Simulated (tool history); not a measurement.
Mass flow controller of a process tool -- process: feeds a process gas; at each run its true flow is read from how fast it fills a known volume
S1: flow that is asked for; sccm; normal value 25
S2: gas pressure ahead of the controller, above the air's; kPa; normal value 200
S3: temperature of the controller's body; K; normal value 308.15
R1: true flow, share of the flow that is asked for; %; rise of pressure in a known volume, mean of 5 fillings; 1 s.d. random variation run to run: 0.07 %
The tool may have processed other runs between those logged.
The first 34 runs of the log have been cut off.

| run | day | S1 | S2 | S3 | R1 |
|---|---|---|---|---|---|
| 35 | 157.392 | 6 | 279 | 305.15 | 106.41 |
| 36 | 163.600 | 6 | 279 | 305.15 | 106.58 |
| 37 | 167.912 | 6 | 246 | 307.15 | 106.62 |
| 38 | 174.246 | 25 | 246 | 305.15 | 100.03 |
| 39 | 178.950 | 23 | 168 | 312.15 | 100.34 |
| 40 | 182.821 | 23 | 168 | 312.15 | 100.21 |
| 41 | 188.408 | 23 | 168 | 312.15 | 100.24 |
| 42 | 191.904 | 14 | 162 | 312.15 | 101.84 |
| 43 | 196.425 | 12 | 198 | 297.15 | 103.59 |
| 44 | 201.958 | 21 | 184 | 297.15 | 101.67 |
| 45 | 206.583 | 21 | 184 | 297.15 | 101.64 |
|  | 208.625 | controller's zero set anew |
| 46 | 210.679 | 14 | 227 | 296.15 | 98.52 |
| 47 | 213.279 | 14 | 227 | 296.15 | 98.59 |

Alternative continuations, all from the tool just after run 47; predict every row:
| A | 218.992 | 14 | 261 | 296.15 | ? |
| B | 218.992 | 12 | 200 | 310.15 | ? |
| C | 218.992 | 33 | 185 | 298.15 | ? |
| D | 218.992 | 14 | 183 | 296.15 | ? |

| run | R1 |
|---|---|
| A | 98.36 |
| B | 97.71 |
| C | 98.93 |
| D | 98.81 |
Without the tool's unlogged condition, the same runs would have read:
| run | R1 |
|---|---|
| A | 99.37 |
| B | 98.69 |
| C | 100.04 |
| D | 99.83 |

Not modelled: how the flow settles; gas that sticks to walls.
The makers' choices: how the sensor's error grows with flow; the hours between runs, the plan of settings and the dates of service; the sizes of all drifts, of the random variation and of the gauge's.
